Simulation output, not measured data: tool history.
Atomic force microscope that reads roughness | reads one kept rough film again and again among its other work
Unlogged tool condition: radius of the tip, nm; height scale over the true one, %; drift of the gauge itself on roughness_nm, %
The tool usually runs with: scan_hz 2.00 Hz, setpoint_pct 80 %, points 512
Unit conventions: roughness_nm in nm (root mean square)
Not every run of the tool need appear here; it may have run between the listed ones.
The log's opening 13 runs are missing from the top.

run   hour  scan_hz  setpoint_pct  points  pictures with this tip  hours of work since the height scale was calibrated  roughness_nm
 14   84.7     2.00            80     512                      95                                                   66         4.675
 15   90.9     2.00            80     512                     104                                                   69         4.659
 16   97.8     2.00            86     512                     115                                                   72         4.570
 17  105.3     2.00            86     512                     126                                                   76         4.555
 18  109.7     2.00            86     512                     133                                                   78         4.525
 19  117.1     2.00            86     512                     144                                                   82         4.504
     118.9  -- height scale calibrated on a step standard
     121.0  -- new tip fitted
 20  122.5     2.00            86     512                       2                                                    1         4.693
 21  127.9     1.16            74     317                      10                                                    4         4.969
 22  134.1     1.09            67     434                      20                                                    7         5.010
 23  141.5     0.79            76     342                      31                                                   11         4.967
 24  148.6     3.83            76     797                      41                                                   14         4.545

Run 25 comes next. What will it give?
 25  153.5     3.83            76     797                      49                                                   17             ?

Logged for run 25: roughness_nm 4.547 nm (root mean square).
With the hidden condition absent and the run-to-run variation left alone, this run would have shown roughness_nm 4.646 nm (root mean square).
